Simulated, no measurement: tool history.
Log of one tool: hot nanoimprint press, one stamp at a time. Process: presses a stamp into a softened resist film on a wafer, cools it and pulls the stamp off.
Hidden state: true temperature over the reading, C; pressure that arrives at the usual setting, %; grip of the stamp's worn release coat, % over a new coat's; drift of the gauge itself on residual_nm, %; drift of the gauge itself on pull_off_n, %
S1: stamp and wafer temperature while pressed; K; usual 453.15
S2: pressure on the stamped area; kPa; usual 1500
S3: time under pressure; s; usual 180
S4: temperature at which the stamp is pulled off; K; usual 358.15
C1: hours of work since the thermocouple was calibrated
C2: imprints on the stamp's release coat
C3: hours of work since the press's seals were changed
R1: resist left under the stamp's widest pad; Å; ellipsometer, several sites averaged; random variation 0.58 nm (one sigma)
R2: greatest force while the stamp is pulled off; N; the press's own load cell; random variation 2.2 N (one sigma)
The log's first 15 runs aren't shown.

Run 16, hour 382.7: usual settings but S1 463.15 K; C1 163; C2 837; C3 354. Result: R1 1746 Å, R2 164 N.
Run 17, hour 414.1: usual settings but S1 463.15 K; C1 177; C2 895; C3 368. Result: R1 1744 Å, R2 162 N.
Run 18, hour 439.7: usual settings but S1 463.15 K, S3 101 s; C1 189; C2 943; C3 380. Result: R1 2179 Å, R2 164 N.
Run 19, hour 471.6: usual settings but S1 449.15 K, S2 1110 kPa, S3 324 s, S4 363.15 K; C1 203; C2 1003; C3 394. Result: R1 2587 Å, R2 136 N.
Run 20, hour 495.0: usual settings but S1 449.15 K, S2 1110 kPa, S3 230 s, S4 361.15 K; C1 214; C2 1046; C3 405. Result: R1 2880 Å, R2 149 N.
Run 21, hour 522.0: usual settings but S1 444.15 K; C1 226; C2 1097; C3 417. Result: R1 3195 Å, R2 165 N.
Run 22, hour 538.9: usual settings but S3 126 s; C1 234; C2 1128; C3 425. Result: R1 2718 Å, R2 164 N.
Run 23, hour 558.4: usual settings but S3 240 s, S4 353.15 K; C1 243; C2 1165; C3 434. Result: R1 2184 Å, R2 188 N.
Run 24, hour 574.2: usual settings but S1 458.15 K, S2 2220 kPa, S3 240 s, S4 353.15 K; C1 250; C2 1194; C3 441. Result: R1 1492 Å, R2 185 N.
Run 25, hour 593.0: usual settings but S3 346 s, S4 366.15 K; C1 258; C2 1229; C3 449. Result: R1 1906 Å, R2 126 N.
Run 26, hour 625.9: usual settings but S1 463.15 K, S2 1220 kPa, S3 271 s, S4 343.15 K; C1 273; C2 1291; C3 464. Result: R1 1660 Å, R2 233 N.
Run 27, hour 641.1: usual settings but S1 463.15 K, S2 1220 kPa, S3 271 s, S4 343.15 K; C1 280; C2 1319; C3 471. Result: R1 1665 Å, R2 235 N.
At hour 662.7: stamp cleaned and given a new release coat.
Run 28, hour 663.1: usual settings but S2 1360 kPa, S4 348.15 K; C1 287; C2 1; C3 478. Result: R1 2533 Å, R2 213 N.
Run 29, hour 690.0: usual settings but S1 448.15 K, S2 1360 kPa, S3 97 s, S4 359.15 K; C1 300; C2 51; C3 491. Result: R1 3487 Å, R2 160 N.
Run 30, hour 713.8: usual settings but S1 448.15 K, S2 2120 kPa, S3 183 s, S4 359.15 K; C1 310; C2 96; C3 501. Result: R1 2404 Å, R2 156 N.

3 ways to go on from here, each from the tool as it stands after run 30. What would each give?
Run A, hour 730.0: usual settings but S2 2020 kPa, S4 365.15 K; C1 318; C2 126; C3 509. Result: R1 ?, R2 ?.
Run B, hour 730.0: usual settings but S1 443.15 K, S2 2120 kPa, S3 183 s, S4 359.15 K; C1 318; C2 126; C3 509. Result: R1 ?, R2 ?.
Run C, hour 730.0: usual settings but S1 448.15 K, S2 2240 kPa, S3 183 s, S4 359.15 K; C1 318; C2 126; C3 509. Result: R1 ?, R2 ?.

run    R1   R2
  A  2071  129
  B  2864  156
  C  2343  158
Without the tool's hidden state the same runs would have given:
run    R1   R2
  A  2069  129
  B  2861  156
  C  2341  157

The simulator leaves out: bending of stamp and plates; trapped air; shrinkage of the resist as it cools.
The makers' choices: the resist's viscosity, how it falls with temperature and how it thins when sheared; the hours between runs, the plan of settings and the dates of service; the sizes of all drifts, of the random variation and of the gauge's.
